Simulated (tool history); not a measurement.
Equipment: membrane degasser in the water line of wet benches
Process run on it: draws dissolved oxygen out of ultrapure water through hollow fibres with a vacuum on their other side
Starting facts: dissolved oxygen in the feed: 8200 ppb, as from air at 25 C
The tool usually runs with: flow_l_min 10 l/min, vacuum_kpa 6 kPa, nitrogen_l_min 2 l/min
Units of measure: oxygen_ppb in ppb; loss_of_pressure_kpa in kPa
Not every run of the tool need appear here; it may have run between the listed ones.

run,hour,flow_l_min,vacuum_kpa,nitrogen_l_min,oxygen_ppb,loss_of_pressure_kpa
1,0,10,6,2,301.8,54.82
2,53.6,10,6,2,303.7,55.29
3,107,10,6,2,304.3,54.35
4,140.4,10,6,2,301.5,55.09
5,170.4,7,6,2,158.7,38.45
6,224.3,7,6,2,158.6,38.32
7,271.8,7,6,2,161.9,38.41
8,326,7,6,2,156.9,38.56
9,355.4,10,11.22,2,364.3,54.85
# hour 394.6: seals of the vacuum lines changed
10,413.5,10,6,2,299.9,54.68
11,452.4,10,8.28,2,326.4,54.6
12,495.4,10,11.64,4.18,318.4,54.6
13,560.7,11,3.78,0.92,334.8,60.18
14,604.3,10,7.72,2,320.6,55.05
15,634.8,13,7.77,3.24,452,71.21
16,673.9,7,3.61,1.28,143.2,38.43
17,740.8,10,14.71,1.12,494.6,54.63

Estimate the outcome of run 18 from the log above:
18,775.8,10,12.51,0.89,?,?

oxygen_ppb: 490.4 ppb
loss_of_pressure_kpa: 55.15 kPa
With no hidden state in the tool, this same run would have given oxygen_ppb 490.4 ppb, loss_of_pressure_kpa 55.15 kPa.

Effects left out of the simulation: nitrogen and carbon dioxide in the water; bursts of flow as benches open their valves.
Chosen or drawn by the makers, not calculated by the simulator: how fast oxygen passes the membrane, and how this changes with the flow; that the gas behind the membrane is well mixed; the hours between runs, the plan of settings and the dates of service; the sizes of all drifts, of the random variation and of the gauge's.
